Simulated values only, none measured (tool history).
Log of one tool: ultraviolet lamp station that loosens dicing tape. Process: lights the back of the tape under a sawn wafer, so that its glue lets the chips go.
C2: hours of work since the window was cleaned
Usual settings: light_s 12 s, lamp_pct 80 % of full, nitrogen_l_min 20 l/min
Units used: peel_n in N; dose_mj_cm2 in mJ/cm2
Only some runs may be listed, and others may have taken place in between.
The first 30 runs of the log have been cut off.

run 31 day=23.233 | light_s=9 lamp_pct=93 nitrogen_l_min=8 | hours_of_work_of_the_lamp=6 C2=214 | peel_n=2.262 dose_mj_cm2=222
run 32 day=24.129 | light_s=8 lamp_pct=80 nitrogen_l_min=12 | hours_of_work_of_the_lamp=17 C2=225 | peel_n=2.615 dose_mj_cm2=167
run 33 day=24.904 | light_s=8 lamp_pct=72 nitrogen_l_min=32 | hours_of_work_of_the_lamp=27 C2=235 | peel_n=1.694 dose_mj_cm2=148
run 34 day=25.879 | light_s=6 lamp_pct=69 nitrogen_l_min=10 | hours_of_work_of_the_lamp=39 C2=247 | peel_n=4.816 dose_mj_cm2=104
run 35 day=26.812 | light_s=6 lamp_pct=69 nitrogen_l_min=10 | hours_of_work_of_the_lamp=51 C2=259 | peel_n=4.987 dose_mj_cm2=104
run 36 day=27.750 | light_s=9 lamp_pct=83 nitrogen_l_min=6 | hours_of_work_of_the_lamp=63 C2=270 | peel_n=3.495 dose_mj_cm2=185
run 37 day=28.571 | light_s=9 lamp_pct=83 nitrogen_l_min=6 | hours_of_work_of_the_lamp=73 C2=281 | peel_n=3.386 dose_mj_cm2=180
-- day=28.683 window cleaned of glue's vapour
run 38 day=29.588 | light_s=16 lamp_pct=80 nitrogen_l_min=7 | hours_of_work_of_the_lamp=86 C2=11 | peel_n=0.915 dose_mj_cm2=373
run 39 day=30.288 | light_s=12 lamp_pct=75 nitrogen_l_min=24 | hours_of_work_of_the_lamp=94 C2=20 | peel_n=0.600 dose_mj_cm2=265

4 ways to go on from here, each from the tool as it stands after run 39. What would each give?
run A day=31.183 | light_s=11 lamp_pct=80 nitrogen_l_min=15 | hours_of_work_of_the_lamp=106 C2=31 | peel_n=? dose_mj_cm2=?
run B day=31.183 | light_s=8 lamp_pct=75 nitrogen_l_min=24 | hours_of_work_of_the_lamp=106 C2=31 | peel_n=? dose_mj_cm2=?
run C day=31.183 | light_s=16 lamp_pct=75 nitrogen_l_min=24 | hours_of_work_of_the_lamp=106 C2=31 | peel_n=? dose_mj_cm2=?
run D day=31.183 | light_s=13 lamp_pct=93 nitrogen_l_min=35 | hours_of_work_of_the_lamp=106 C2=31 | peel_n=? dose_mj_cm2=?

run=A peel_n=1.018 dose_mj_cm2=254
run=B peel_n=1.493 dose_mj_cm2=172
run=C peel_n=0.313 dose_mj_cm2=347
run=D peel_n=0.228 dose_mj_cm2=348
With the hidden condition removed and each run's random variation left untouched, the same runs would have given:
run=A peel_n=0.890 dose_mj_cm2=269
run=B peel_n=1.327 dose_mj_cm2=182
run=C peel_n=0.275 dose_mj_cm2=369
run=D peel_n=0.205 dose_mj_cm2=369
